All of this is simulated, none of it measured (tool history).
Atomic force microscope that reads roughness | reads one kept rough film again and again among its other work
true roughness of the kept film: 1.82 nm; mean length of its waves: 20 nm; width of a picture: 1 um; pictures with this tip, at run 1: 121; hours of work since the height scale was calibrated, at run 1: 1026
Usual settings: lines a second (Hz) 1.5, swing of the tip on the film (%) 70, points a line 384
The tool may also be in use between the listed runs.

run,day,lines a second (Hz),swing of the tip on the film (%),points a line,pictures with this tip,hours of work since the height scale was calibrated,roughness of the kept film (nm (root mean square))
1,0,1.5,70,384,121,1026,1.446
2,0.817,1.5,70,384,160,1040,1.405
3,1.638,1.5,70,519,199,1054,1.365
4,2.358,1.5,77,384,233,1067,1.289
# day 2.808: new tip fitted
5,3.629,1.5,77,384,39,1089,1.496
6,4.829,0.54,70,384,96,1110,1.484
7,6.4,0.54,61,384,170,1137,1.408
8,7.354,0.54,61,384,215,1154,1.357
# day 8.1: new tip fitted
9,8.438,0.54,61,384,16,1173,1.626
10,9.8,0.54,61,384,80,1196,1.518
11,10.942,1.5,85,384,135,1216,1.352
12,11.712,1.5,70,384,171,1230,1.381
13,13.292,1.5,57,384,246,1257,1.34
# day 13.396: new tip fitted
14,14.729,2.56,64,364,63,1282,1.491
15,16.267,1.45,70,384,136,1309,1.411
16,17.175,0.57,78,413,179,1325,1.386
17,18.396,2.48,85,463,237,1346,1.171
# day 18.729: new tip fitted
18,19.379,2.48,85,463,31,1363,1.398
19,20.929,1.83,85,463,105,1390,1.358
20,21.725,2.71,78,620,142,1404,1.322
21,22.479,1.29,78,620,178,1418,1.352
22,23.338,1.29,78,620,219,1433,1.314
# day 24.054: new tip fitted
23,24.538,1.98,68,729,23,1453,1.549

5 ways to go on from here, each from the tool as it stands after run 23. What would each give?
A,25.525,1.98,57,682,70,1470,?
B,25.525,1.87,65,363,70,1470,?
C,25.525,1.5,79,407,70,1470,?
D,25.525,1.5,70,329,70,1470,?
E,25.525,1.98,68,289,70,1470,?

run,roughness of the kept film (nm (root mean square))
A,1.527
B,1.482
C,1.45
D,1.475
E,1.457
Without the tool's hidden state the same runs would have given:
run,roughness of the kept film (nm (root mean square))
A,1.622
B,1.574
C,1.54
D,1.566
E,1.547

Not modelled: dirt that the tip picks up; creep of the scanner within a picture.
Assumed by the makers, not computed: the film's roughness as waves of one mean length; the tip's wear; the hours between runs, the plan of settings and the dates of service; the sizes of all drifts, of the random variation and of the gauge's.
